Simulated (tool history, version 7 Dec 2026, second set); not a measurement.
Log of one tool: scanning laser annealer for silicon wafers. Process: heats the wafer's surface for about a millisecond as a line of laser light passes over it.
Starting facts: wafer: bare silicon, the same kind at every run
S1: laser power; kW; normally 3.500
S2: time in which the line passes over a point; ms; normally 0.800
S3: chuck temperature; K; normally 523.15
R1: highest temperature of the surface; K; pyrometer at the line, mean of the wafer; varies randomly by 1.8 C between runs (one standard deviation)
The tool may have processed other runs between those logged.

{"run": 1, "hour": 0.0, "S1": 3.5, "S2": 0.8, "S3": 523.15, "R1": 1237.15}
{"run": 2, "hour": 14.2, "S1": 3.5, "S2": 0.8, "S3": 523.15, "R1": 1237.15}
{"run": 3, "hour": 27.2, "S1": 3.5, "S2": 0.8, "S3": 523.15, "R1": 1236.15}
{"run": 4, "hour": 41.4, "S1": 3.5, "S2": 0.8, "S3": 523.15, "R1": 1233.15}
{"run": 5, "hour": 49.8, "S1": 3.5, "S2": 0.8, "S3": 529.15, "R1": 1241.15}
{"run": 6, "hour": 56.8, "S1": 3.5, "S2": 0.8, "S3": 523.15, "R1": 1237.15}
{"run": 7, "hour": 71.0, "S1": 3.5, "S2": 0.8, "S3": 523.15, "R1": 1233.15}
{"run": 8, "hour": 83.2, "S1": 3.5, "S2": 0.8, "S3": 523.15, "R1": 1233.15}
{"run": 9, "hour": 95.0, "S1": 3.041, "S2": 0.8, "S3": 523.15, "R1": 1146.15}
{"hour": 98.3, "done": "window over the wafer cleaned"}
{"run": 10, "hour": 108.0, "S1": 3.5, "S2": 0.674, "S3": 554.15, "R1": 1190.15}
{"run": 11, "hour": 118.2, "S1": 3.5, "S2": 0.674, "S3": 554.15, "R1": 1186.15}
{"run": 12, "hour": 124.1, "S1": 3.043, "S2": 0.821, "S3": 502.15, "R1": 1126.15}
{"run": 13, "hour": 135.6, "S1": 3.043, "S2": 0.65, "S3": 502.15, "R1": 1049.15}

Here are 4 independent what-if runs from the current tool condition. What would each one return?
{"run": "A", "hour": 145.1, "S1": 3.043, "S2": 0.65, "S3": 518.15, "R1": "?"}
{"run": "B", "hour": 145.1, "S1": 3.588, "S2": 0.765, "S3": 517.15, "R1": "?"}
{"run": "C", "hour": 145.1, "S1": 3.385, "S2": 0.65, "S3": 502.15, "R1": "?"}
{"run": "D", "hour": 145.1, "S1": 3.043, "S2": 0.895, "S3": 502.15, "R1": "?"}

run=A R1=1064.15
run=B R1=1217.15
run=C R1=1103.15
run=D R1=1164.15
Had the tool no hidden state, the same runs would have come out as:
run=A R1=1073.15
run=B R1=1228.15
run=C R1=1112.15
run=D R1=1175.15
